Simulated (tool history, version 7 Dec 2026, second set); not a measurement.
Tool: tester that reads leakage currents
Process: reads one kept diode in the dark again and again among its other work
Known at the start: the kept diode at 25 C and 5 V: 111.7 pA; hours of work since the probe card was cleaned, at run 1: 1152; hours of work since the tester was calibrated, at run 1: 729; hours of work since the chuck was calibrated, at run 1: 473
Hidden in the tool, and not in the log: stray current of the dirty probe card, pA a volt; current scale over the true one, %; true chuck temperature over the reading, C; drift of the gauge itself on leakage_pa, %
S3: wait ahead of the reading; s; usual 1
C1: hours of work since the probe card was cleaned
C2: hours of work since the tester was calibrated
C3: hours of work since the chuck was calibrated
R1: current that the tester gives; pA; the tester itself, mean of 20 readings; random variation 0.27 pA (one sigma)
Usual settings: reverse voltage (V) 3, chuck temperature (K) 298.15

Run 1, hour 0: usual settings; C1 1152; C2 729; C3 473. Result: R1 98.41 pA.
Run 2, hour 112.9: usual settings but chuck temperature (K) 330.15; C1 1230; C2 808; C3 551. Result: R1 1453.35 pA.
Run 3, hour 181.1: usual settings but chuck temperature (K) 330.15; C1 1277; C2 855; C3 598. Result: R1 1446.28 pA.
Run 4, hour 269.3: usual settings but chuck temperature (K) 330.15; C1 1338; C2 916; C3 659. Result: R1 1432.72 pA.
Run 5, hour 382.7: usual settings but chuck temperature (K) 330.15; C1 1416; C2 994; C3 738. Result: R1 1440.69 pA.
Run 6, hour 445.8: usual settings but S3 0.49 s; C1 1460; C2 1038; C3 782. Result: R1 98.37 pA.
Run 7, hour 544.8: usual settings; C1 1529; C2 1107; C3 850. Result: R1 97.63 pA.
Run 8, hour 626.5: usual settings; C1 1585; C2 1163; C3 907. Result: R1 97.38 pA.
Run 9, hour 727.2: usual settings; C1 1655; C2 1233; C3 976. Result: R1 96.97 pA.
Run 10, hour 777.3: usual settings; C1 1690; C2 1267; C3 1011. Result: R1 96.66 pA.
At hour 835.2: chuck's temperature calibrated.
Run 11, hour 835.6: usual settings; C1 1728; C2 1306; C3 0. Result: R1 100.46 pA.
At hour 931.2: probe card cleaned and baked.
Run 12, hour 943: usual settings; C1 8; C2 1379; C3 73. Result: R1 94.41 pA.
Run 13, hour 1013.3: usual settings; C1 57; C2 1427; C3 121. Result: R1 94.75 pA.
Run 14, hour 1099.9: usual settings but S3 0.33 s; C1 117; C2 1487; C3 181. Result: R1 95.98 pA.
Run 15, hour 1189.8: usual settings but S3 0.33 s; C1 179; C2 1549; C3 243. Result: R1 96.16 pA.
Run 16, hour 1253.3: usual settings but S3 0.34 s; C1 223; C2 1593; C3 287. Result: R1 95.28 pA.
Run 17, hour 1336.1: usual settings but S3 0.34 s; C1 280; C2 1651; C3 345. Result: R1 95.61 pA.
Run 18, hour 1417.8: usual settings but chuck temperature (K) 295.15; C1 337; C2 1707; C3 401. Result: R1 70.37 pA.
Run 19, hour 1528.1: usual settings but chuck temperature (K) 295.15; C1 413; C2 1784; C3 478. Result: R1 70.65 pA.
Run 20, hour 1628.1: usual settings but chuck temperature (K) 295.15; C1 482; C2 1853; C3 547. Result: R1 70.04 pA.
Run 21, hour 1681.1: usual settings but reverse voltage (V) 4.81, chuck temperature (K) 312.15, S3 0.88 s; C1 519; C2 1890; C3 583. Result: R1 373.29 pA.
Run 22, hour 1761.7: usual settings but reverse voltage (V) 12.65, chuck temperature (K) 303.15, S3 1.05 s; C1 575; C2 1945; C3 639. Result: R1 234.17 pA.
Run 23, hour 1869.7: usual settings but reverse voltage (V) 12.65, chuck temperature (K) 303.15, S3 1.05 s; C1 650; C2 2020; C3 714. Result: R1 232.81 pA.
Run 24, hour 1950: usual settings but reverse voltage (V) 12.65, chuck temperature (K) 303.15, S3 1.05 s; C1 705; C2 2076; C3 770. Result: R1 234.05 pA.
Run 25, hour 2049.5: usual settings but reverse voltage (V) 17.04, chuck temperature (K) 296.15, S3 0.43 s; C1 774; C2 2145; C3 838. Result: R1 150.87 pA.
Run 26, hour 2098.4: usual settings but reverse voltage (V) 4.19, chuck temperature (K) 299.15, S3 0.55 s; C1 808; C2 2178; C3 872. Result: R1 113.2 pA.
Run 27, hour 2166.7: usual settings but reverse voltage (V) 5.95, chuck temperature (K) 295.15, S3 2.22 s; C1 855; C2 2226; C3 920. Result: R1 87.55 pA.
Run 28, hour 2267: usual settings but reverse voltage (V) 7.03; C1 925; C2 2295; C3 989. Result: R1 123.06 pA.
At hour 2354.9: chuck's temperature calibrated.
Run 29, hour 2383.2: usual settings but reverse voltage (V) 1.46; C1 1004; C2 2374; C3 20. Result: R1 78.91 pA.
Run 30, hour 2456: usual settings but reverse voltage (V) 15.7, chuck temperature (K) 302.15, S3 9.56 s; C1 1054; C2 2425; C3 70. Result: R1 249.14 pA.
Run 31, hour 2528.8: usual settings but chuck temperature (K) 303.15, S3 1.06 s; C1 1104; C2 2475; C3 120. Result: R1 156.04 pA.
Run 32, hour 2632.9: usual settings but reverse voltage (V) 1.66, chuck temperature (K) 303.15, S3 0.35 s; C1 1176; C2 2547; C3 192. Result: R1 129.92 pA.
Run 33, hour 2691.9: usual settings but reverse voltage (V) 1.66, chuck temperature (K) 303.15, S3 0.35 s; C1 1217; C2 2588; C3 233. Result: R1 129.18 pA.
Run 34, hour 2770: usual settings but reverse voltage (V) 2.01, chuck temperature (K) 302.15, S3 1.35 s; C1 1271; C2 2642; C3 287. Result: R1 124.05 pA.
Run 35, hour 2850.7: usual settings but reverse voltage (V) 15.31, chuck temperature (K) 305.15, S3 1.57 s; C1 1327; C2 2698; C3 343. Result: R1 320.74 pA.
Run 36, hour 2940.9: usual settings but reverse voltage (V) 4.48, S3 1.11 s; C1 1390; C2 2760; C3 406. Result: R1 113.42 pA.
Run 37, hour 3001: usual settings but reverse voltage (V) 1.2, chuck temperature (K) 316.15, S3 3.22 s; C1 1431; C2 2802; C3 447. Result: R1 351.87 pA.
Run 38, hour 3085.1: usual settings but reverse voltage (V) 9.69, chuck temperature (K) 323.15, S3 1.38 s; C1 1489; C2 2860; C3 505. Result: R1 1202.13 pA.
Run 39, hour 3152.7: usual settings but S3 3.41 s; C1 1536; C2 2907; C3 552. Result: R1 97.32 pA.

Hidden state or all else? Some run-to-run changes of R1, split into what the settings, what came in and random variation would give without the hidden state, and what is left for the hidden state (with any gauge scatter that isn't in both results):
Run 1 -> 2: chuck temperature (K) 298.15 -> 330.15. R1 +1354.94 pA: hidden state -26.35, all else +1381.29.
Run 5 -> 6: chuck temperature (K) 330.15 -> 298.15, S3 1 -> 0.49. R1 -1342.32 pA: hidden state +40.7, all else -1383.02.
Run 38 -> 39: reverse voltage (V) 9.69 -> 3, chuck temperature (K) 323.15 -> 298.15, S3 1.38 -> 3.41. R1 -1104.81 pA: hidden state +17.43, all else -1122.24.
